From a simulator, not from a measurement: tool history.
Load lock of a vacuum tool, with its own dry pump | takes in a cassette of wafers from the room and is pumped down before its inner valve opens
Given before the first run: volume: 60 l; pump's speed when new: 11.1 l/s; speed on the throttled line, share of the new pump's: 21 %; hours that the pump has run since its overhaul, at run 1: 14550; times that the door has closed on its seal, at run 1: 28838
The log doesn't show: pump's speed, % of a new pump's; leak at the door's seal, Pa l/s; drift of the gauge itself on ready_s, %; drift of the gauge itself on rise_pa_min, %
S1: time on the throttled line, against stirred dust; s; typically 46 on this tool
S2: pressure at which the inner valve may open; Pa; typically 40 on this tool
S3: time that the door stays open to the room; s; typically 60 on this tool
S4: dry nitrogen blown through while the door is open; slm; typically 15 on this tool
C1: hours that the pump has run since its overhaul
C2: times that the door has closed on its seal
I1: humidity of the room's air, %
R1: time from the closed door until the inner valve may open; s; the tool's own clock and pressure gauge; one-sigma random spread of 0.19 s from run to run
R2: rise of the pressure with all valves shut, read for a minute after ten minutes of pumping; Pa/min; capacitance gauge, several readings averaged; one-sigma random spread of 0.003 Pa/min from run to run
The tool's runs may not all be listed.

{"run": 1, "hour": 0.0, "S1": 46, "S2": 40, "S3": 60, "S4": 15, "C1": 14550, "C2": 28838, "I1": 44.1, "R1": 78.7, "R2": 0.023}
{"run": 2, "hour": 346.8, "S1": 46, "S2": 40, "S3": 60, "S4": 15, "C1": 14897, "C2": 30333, "I1": 46.2, "R1": 78.9, "R2": 0.023}
{"run": 3, "hour": 651.1, "S1": 46, "S2": 40, "S3": 60, "S4": 26, "C1": 15201, "C2": 31645, "I1": 45.6, "R1": 78.9, "R2": 0.021}
{"run": 4, "hour": 981.1, "S1": 46, "S2": 40, "S3": 60, "S4": 26, "C1": 15531, "C2": 33067, "I1": 43.9, "R1": 78.7, "R2": 0.021}
{"run": 5, "hour": 1306.6, "S1": 36, "S2": 40, "S3": 60, "S4": 15, "C1": 15857, "C2": 34470, "I1": 42.8, "R1": 70.8, "R2": 0.021}
{"run": 6, "hour": 1632.6, "S1": 36, "S2": 35, "S3": 60, "S4": 15, "C1": 16183, "C2": 35875, "I1": 42.1, "R1": 71.5, "R2": 0.025}
{"run": 7, "hour": 1930.1, "S1": 36, "S2": 35, "S3": 60, "S4": 15, "C1": 16480, "C2": 37157, "I1": 45.5, "R1": 71.5, "R2": 0.024}
{"run": 8, "hour": 2257.3, "S1": 46, "S2": 40, "S3": 85, "S4": 15, "C1": 16807, "C2": 38567, "I1": 44.0, "R1": 79.0, "R2": 0.026}
{"run": 9, "hour": 2633.0, "S1": 46, "S2": 40, "S3": 85, "S4": 15, "C1": 17183, "C2": 40186, "I1": 45.4, "R1": 78.5, "R2": 0.031}
{"run": 10, "hour": 2811.3, "S1": 46, "S2": 40, "S3": 60, "S4": 15, "C1": 17361, "C2": 40955, "I1": 44.6, "R1": 78.7, "R2": 0.021}
{"run": 11, "hour": 3118.3, "S1": 46, "S2": 40, "S3": 60, "S4": 15, "C1": 17668, "C2": 42278, "I1": 46.1, "R1": 78.9, "R2": 0.023}
{"run": 12, "hour": 3451.4, "S1": 46, "S2": 40, "S3": 60, "S4": 15, "C1": 18002, "C2": 43714, "I1": 45.2, "R1": 79.2, "R2": 0.026}
{"run": 13, "hour": 3779.6, "S1": 46, "S2": 40, "S3": 77, "S4": 15, "C1": 18330, "C2": 45128, "I1": 46.5, "R1": 78.7, "R2": 0.02}
{"run": 14, "hour": 4041.9, "S1": 46, "S2": 40, "S3": 77, "S4": 15, "C1": 18592, "C2": 46259, "I1": 44.5, "R1": 79.1, "R2": 0.021}
{"run": 15, "hour": 4275.4, "S1": 46, "S2": 40, "S3": 77, "S4": 15, "C1": 18826, "C2": 47265, "I1": 45.0, "R1": 78.8, "R2": 0.021}
{"run": 16, "hour": 4604.8, "S1": 46, "S2": 40, "S3": 77, "S4": 15, "C1": 19155, "C2": 48685, "I1": 42.4, "R1": 79.0, "R2": 0.024}
{"run": 17, "hour": 4846.1, "S1": 46, "S2": 40, "S3": 77, "S4": 15, "C1": 19396, "C2": 49725, "I1": 48.0, "R1": 78.9, "R2": 0.026}
{"run": 18, "hour": 5214.2, "S1": 46, "S2": 40, "S3": 77, "S4": 15, "C1": 19764, "C2": 51311, "I1": 46.1, "R1": 78.8, "R2": 0.032}
{"hour": 5392.7, "done": "dry pump taken out, an overhauled one fitted"}
{"run": 19, "hour": 5474.0, "S1": 46, "S2": 40, "S3": 77, "S4": 15, "C1": 81, "C2": 52405, "I1": 45.4, "R1": 78.9, "R2": 0.028}
{"run": 20, "hour": 5780.5, "S1": 46, "S2": 40, "S3": 29, "S4": 35, "C1": 388, "C2": 53726, "I1": 42.6, "R1": 78.7, "R2": 0.01}
{"run": 21, "hour": 6128.7, "S1": 48, "S2": 40, "S3": 119, "S4": 15, "C1": 736, "C2": 55227, "I1": 46.9, "R1": 80.6, "R2": 0.033}
{"run": 22, "hour": 6471.8, "S1": 60, "S2": 35, "S3": 122, "S4": 22, "C1": 1079, "C2": 56706, "I1": 46.7, "R1": 90.7, "R2": 0.026}
{"run": 23, "hour": 6660.7, "S1": 41, "S2": 40, "S3": 74, "S4": 15, "C1": 1268, "C2": 57520, "I1": 47.0, "R1": 75.0, "R2": 0.033}
{"run": 24, "hour": 6969.9, "S1": 58, "S2": 40, "S3": 74, "S4": 15, "C1": 1577, "C2": 58853, "I1": 44.6, "R1": 88.6, "R2": 0.028}
{"run": 25, "hour": 7326.5, "S1": 58, "S2": 40, "S3": 74, "S4": 15, "C1": 1934, "C2": 60389, "I1": 45.8, "R1": 88.6, "R2": 0.032}
{"run": 26, "hour": 7688.4, "S1": 63, "S2": 76, "S3": 60, "S4": 5, "C1": 2296, "C2": 61949, "I1": 47.1, "R1": 88.7, "R2": 0.036}
{"run": 27, "hour": 7952.8, "S1": 46, "S2": 40, "S3": 59, "S4": 25, "C1": 2560, "C2": 63089, "I1": 41.8, "R1": 79.3, "R2": 0.02}
{"run": 28, "hour": 8250.7, "S1": 66, "S2": 70, "S3": 60, "S4": 15, "C1": 2858, "C2": 64373, "I1": 48.2, "R1": 91.6, "R2": 0.029}
{"run": 29, "hour": 8425.3, "S1": 31, "S2": 70, "S3": 183, "S4": 24, "C1": 3033, "C2": 65125, "I1": 43.7, "R1": 63.9, "R2": 0.031}
{"run": 30, "hour": 8725.5, "S1": 38, "S2": 40, "S3": 61, "S4": 12, "C1": 3333, "C2": 66419, "I1": 45.8, "R1": 72.7, "R2": 0.036}
{"run": 31, "hour": 8951.1, "S1": 78, "S2": 40, "S3": 60, "S4": 7, "C1": 3558, "C2": 67391, "I1": 44.7, "R1": 103.6, "R2": 0.033}
{"run": 32, "hour": 9281.8, "S1": 78, "S2": 40, "S3": 60, "S4": 7, "C1": 3889, "C2": 68817, "I1": 39.6, "R1": 103.9, "R2": 0.028}
{"run": 33, "hour": 9483.1, "S1": 64, "S2": 40, "S3": 39, "S4": 6, "C1": 4090, "C2": 69684, "I1": 45.5, "R1": 93.0, "R2": 0.024}
{"run": 34, "hour": 9815.6, "S1": 27, "S2": 40, "S3": 127, "S4": 6, "C1": 4423, "C2": 71117, "I1": 47.2, "R1": 64.1, "R2": 0.042}
{"run": 35, "hour": 10101.6, "S1": 46, "S2": 40, "S3": 38, "S4": 5, "C1": 4709, "C2": 72350, "I1": 45.6, "R1": 78.9, "R2": 0.024}
{"run": 36, "hour": 10462.1, "S1": 68, "S2": 40, "S3": 55, "S4": 5, "C1": 5069, "C2": 73904, "I1": 47.2, "R1": 95.8, "R2": 0.034}

Branching from run 36: 5 alternative next runs. What would each branch give?
{"run": "A", "hour": 10705.4, "S1": 49, "S2": 32, "S3": 60, "S4": 6, "C1": 5313, "C2": 74952, "I1": 42.1, "R1": "?", "R2": "?"}
{"run": "B", "hour": 10705.4, "S1": 68, "S2": 40, "S3": 55, "S4": 9, "C1": 5313, "C2": 74952, "I1": 44.0, "R1": "?", "R2": "?"}
{"run": "C", "hour": 10705.4, "S1": 46, "S2": 36, "S3": 105, "S4": 15, "C1": 5313, "C2": 74952, "I1": 45.7, "R1": "?", "R2": "?"}
{"run": "D", "hour": 10705.4, "S1": 68, "S2": 29, "S3": 55, "S4": 5, "C1": 5313, "C2": 74952, "I1": 43.6, "R1": "?", "R2": "?"}
{"run": "E", "hour": 10705.4, "S1": 89, "S2": 40, "S3": 67, "S4": 9, "C1": 5313, "C2": 74952, "I1": 46.5, "R1": "?", "R2": "?"}

run=A R1=82.1 R2=0.035
run=B R1=95.9 R2=0.032
run=C R1=79.3 R2=0.036
run=D R1=97.9 R2=0.031
run=E R1=112.6 R2=0.031
The same runs, with their run-to-run variation unchanged, on a tool lacking any hidden condition would have given:
run=A R1=82.1 R2=0.033
run=B R1=95.9 R2=0.030
run=C R1=79.3 R2=0.034
run=D R1=97.9 R2=0.029
run=E R1=112.6 R2=0.029

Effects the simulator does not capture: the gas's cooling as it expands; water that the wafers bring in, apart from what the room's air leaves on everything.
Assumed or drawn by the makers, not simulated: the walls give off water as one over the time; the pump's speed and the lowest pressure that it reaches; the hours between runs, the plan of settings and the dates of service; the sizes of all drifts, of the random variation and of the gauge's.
